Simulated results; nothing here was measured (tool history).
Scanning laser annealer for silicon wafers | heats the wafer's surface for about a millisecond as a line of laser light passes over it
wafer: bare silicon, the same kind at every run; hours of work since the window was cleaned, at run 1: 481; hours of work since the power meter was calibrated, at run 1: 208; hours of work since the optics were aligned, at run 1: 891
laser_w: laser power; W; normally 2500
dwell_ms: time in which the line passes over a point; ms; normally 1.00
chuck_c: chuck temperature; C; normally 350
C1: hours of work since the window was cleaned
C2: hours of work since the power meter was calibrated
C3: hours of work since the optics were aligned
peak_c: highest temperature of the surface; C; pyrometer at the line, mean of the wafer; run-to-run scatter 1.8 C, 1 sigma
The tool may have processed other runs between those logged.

Run 1, hour 0.0: usual settings; C1 481; C2 208; C3 891. Result: peak_c 1062 C.
Run 2, hour 34.3: usual settings; C1 495; C2 221; C3 905. Result: peak_c 1064 C.
Run 3, hour 78.9: usual settings; C1 513; C2 239; C3 923. Result: peak_c 1058 C.
Run 4, hour 129.5: usual settings; C1 533; C2 260; C3 943. Result: peak_c 1062 C.
Run 5, hour 176.0: usual settings; C1 552; C2 278; C3 962. Result: peak_c 1060 C.
Run 6, hour 223.1: usual settings; C1 571; C2 297; C3 981. Result: peak_c 1060 C.
At hour 236.8: window over the wafer cleaned.
Run 7, hour 266.7: usual settings; C1 12; C2 314; C3 998. Result: peak_c 1062 C.
Run 8, hour 303.3: usual settings; C1 27; C2 328; C3 1012. Result: peak_c 1066 C.
Run 9, hour 343.6: usual settings; C1 43; C2 345; C3 1028. Result: peak_c 1064 C.
Run 10, hour 385.3: usual settings; C1 60; C2 361; C3 1045. Result: peak_c 1063 C.
Run 11, hour 429.4: usual settings; C1 77; C2 379; C3 1063. Result: peak_c 1061 C.
Run 12, hour 477.5: usual settings; C1 96; C2 398; C3 1082. Result: peak_c 1061 C.
Run 13, hour 522.5: usual settings but chuck_c 381 C; C1 115; C2 416; C3 1100. Result: peak_c 1093 C.
Run 14, hour 543.0: usual settings but chuck_c 381 C; C1 123; C2 425; C3 1108. Result: peak_c 1092 C.
Run 15, hour 577.3: usual settings but chuck_c 381 C; C1 136; C2 438; C3 1122. Result: peak_c 1092 C.
Run 16, hour 628.0: usual settings but laser_w 2412 W, dwell_ms 0.94 ms, chuck_c 328 C; C1 157; C2 459; C3 1142. Result: peak_c 986 C.
Run 17, hour 663.4: usual settings but laser_w 2412 W, dwell_ms 0.94 ms, chuck_c 328 C; C1 171; C2 473; C3 1157. Result: peak_c 990 C.
Run 18, hour 702.9: usual settings but laser_w 2340 W; C1 187; C2 489; C3 1172. Result: peak_c 1011 C.
Run 19, hour 749.4: usual settings but laser_w 2633 W, chuck_c 362 C; C1 205; C2 507; C3 1191. Result: peak_c 1118 C.
Run 20, hour 780.5: usual settings but laser_w 2356 W, chuck_c 332 C; C1 218; C2 520; C3 1203. Result: peak_c 999 C.
Run 21, hour 827.8: usual settings but laser_w 2356 W, chuck_c 332 C; C1 237; C2 539; C3 1222. Result: peak_c 1000 C.

Run 22, settings as shown, results not yet in. Your forecast:
Run 22, hour 866.9: usual settings but laser_w 2356 W, chuck_c 332 C; C1 253; C2 554; C3 1238. Result: peak_c ?.

{"run 22": {"peak_c": 1001}}
With the hidden condition absent and the run-to-run variation left alone, this run would have shown peak_c 1001 C.

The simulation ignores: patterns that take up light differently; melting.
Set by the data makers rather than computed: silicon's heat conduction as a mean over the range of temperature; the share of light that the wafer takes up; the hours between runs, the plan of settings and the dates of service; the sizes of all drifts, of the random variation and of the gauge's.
